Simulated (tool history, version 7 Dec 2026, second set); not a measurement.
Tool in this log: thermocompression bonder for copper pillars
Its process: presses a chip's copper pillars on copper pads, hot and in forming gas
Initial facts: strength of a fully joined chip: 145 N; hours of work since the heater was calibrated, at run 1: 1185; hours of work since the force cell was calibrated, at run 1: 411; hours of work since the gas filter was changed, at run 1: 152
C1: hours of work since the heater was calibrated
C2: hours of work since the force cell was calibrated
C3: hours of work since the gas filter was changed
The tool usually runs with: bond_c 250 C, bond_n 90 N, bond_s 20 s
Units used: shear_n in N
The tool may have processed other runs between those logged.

Run 1, hour 0.0: usual settings; C1 1185; C2 411; C3 152. Result: shear_n 92.8 N.
Run 2, hour 20.7: usual settings; C1 1196; C2 422; C3 163. Result: shear_n 93.8 N.
Run 3, hour 33.8: usual settings but bond_n 65 N; C1 1203; C2 429; C3 170. Result: shear_n 79.8 N.
At hour 44.6: heater calibrated with a thermocouple chip.
Run 4, hour 50.9: usual settings but bond_n 65 N; C1 3; C2 438; C3 178. Result: shear_n 84.1 N.
Run 5, hour 65.0: usual settings but bond_n 135 N; C1 11; C2 445; C3 186. Result: shear_n 113.0 N.
Run 6, hour 80.4: usual settings but bond_n 135 N; C1 20; C2 454; C3 195. Result: shear_n 110.8 N.
Run 7, hour 95.5: usual settings but bond_n 135 N; C1 28; C2 462; C3 203. Result: shear_n 114.5 N.
Run 8, hour 106.6: usual settings; C1 34; C2 468; C3 209. Result: shear_n 95.3 N.
Run 9, hour 122.6: usual settings; C1 43; C2 477; C3 218. Result: shear_n 96.8 N.
Run 10, hour 139.7: usual settings but bond_c 227 C; C1 52; C2 486; C3 227. Result: shear_n 77.4 N.
Run 11, hour 151.9: usual settings; C1 59; C2 493; C3 234. Result: shear_n 96.7 N.
Run 12, hour 170.6: usual settings; C1 69; C2 503; C3 244. Result: shear_n 94.5 N.
Run 13, hour 183.1: usual settings but bond_c 280 C; C1 76; C2 510; C3 251. Result: shear_n 114.3 N.
Run 14, hour 194.5: usual settings but bond_c 280 C; C1 82; C2 517; C3 257. Result: shear_n 115.2 N.
Run 15, hour 209.2: usual settings; C1 90; C2 525; C3 265. Result: shear_n 95.6 N.
Run 16, hour 229.7: usual settings; C1 102; C2 536; C3 277. Result: shear_n 94.5 N.
Run 17, hour 242.2: usual settings; C1 109; C2 543; C3 283. Result: shear_n 95.0 N.
Run 18, hour 263.2: usual settings but bond_c 262 C, bond_n 62 N, bond_s 14 s; C1 120; C2 554; C3 295. Result: shear_n 78.2 N.
Run 19, hour 281.6: usual settings but bond_n 61 N, bond_s 60 s; C1 130; C2 564; C3 305. Result: shear_n 104.5 N.
Run 20, hour 294.5: usual settings but bond_s 15 s; C1 137; C2 572; C3 312. Result: shear_n 86.5 N.
Run 21, hour 312.3: usual settings but bond_n 108 N, bond_s 57 s; C1 147; C2 581; C3 322. Result: shear_n 117.7 N.
Run 22, hour 321.5: usual settings but bond_n 108 N, bond_s 57 s; C1 152; C2 586; C3 327. Result: shear_n 119.7 N.
Run 23, hour 342.2: usual settings but bond_c 265 C, bond_n 108 N; C1 163; C2 598; C3 338. Result: shear_n 107.3 N.
Run 24, hour 361.2: usual settings but bond_c 271 C, bond_n 88 N; C1 174; C2 608; C3 349. Result: shear_n 106.7 N.
Run 25, hour 383.0: usual settings but bond_c 270 C, bond_s 33 s; C1 186; C2 620; C3 361. Result: shear_n 115.4 N.
At hour 393.6: forming gas filter changed.
Run 26, hour 393.6: usual settings but bond_c 270 C, bond_s 33 s; C1 191; C2 626; C3 0. Result: shear_n 127.8 N.
Run 27, hour 415.3: usual settings but bond_c 256 C, bond_n 133 N; C1 203; C2 638; C3 12. Result: shear_n 121.1 N.
Run 28, hour 434.9: usual settings but bond_c 256 C, bond_n 133 N; C1 214; C2 648; C3 23. Result: shear_n 123.1 N.
Run 29, hour 447.1: usual settings but bond_c 256 C, bond_n 63 N, bond_s 19 s; C1 221; C2 655; C3 29. Result: shear_n 88.4 N.
Run 30, hour 457.7: usual settings but bond_c 240 C, bond_s 44 s; C1 227; C2 661; C3 35. Result: shear_n 111.9 N.

The same runs without the tool's hidden state, with the same run-to-run variation:
Unlogged tool condition in this case: true temperature of the bond over the reading, C; force that reaches the chip, % of what is set; oxide that the forming gas leaves, % of the face; drift of the gauge itself on shear_n, %.
run  shear_n
  1     99.3
  2    100.8
  3     86.3
  4     87.6
  5    118.5
  6    116.6
  7    120.7
  8    100.6
  9    102.4
 10     82.0
 11    102.8
 12    100.9
 13    122.6
 14    123.9
 15    102.8
 16    102.0
 17    102.8
 18     84.8
 19    114.0
 20     94.5
 21    129.6
 22    132.1
 23    118.6
 24    118.3
 25    128.6
 26    127.7
 27    121.4
 28    123.8
 29     88.8
 30    113.0

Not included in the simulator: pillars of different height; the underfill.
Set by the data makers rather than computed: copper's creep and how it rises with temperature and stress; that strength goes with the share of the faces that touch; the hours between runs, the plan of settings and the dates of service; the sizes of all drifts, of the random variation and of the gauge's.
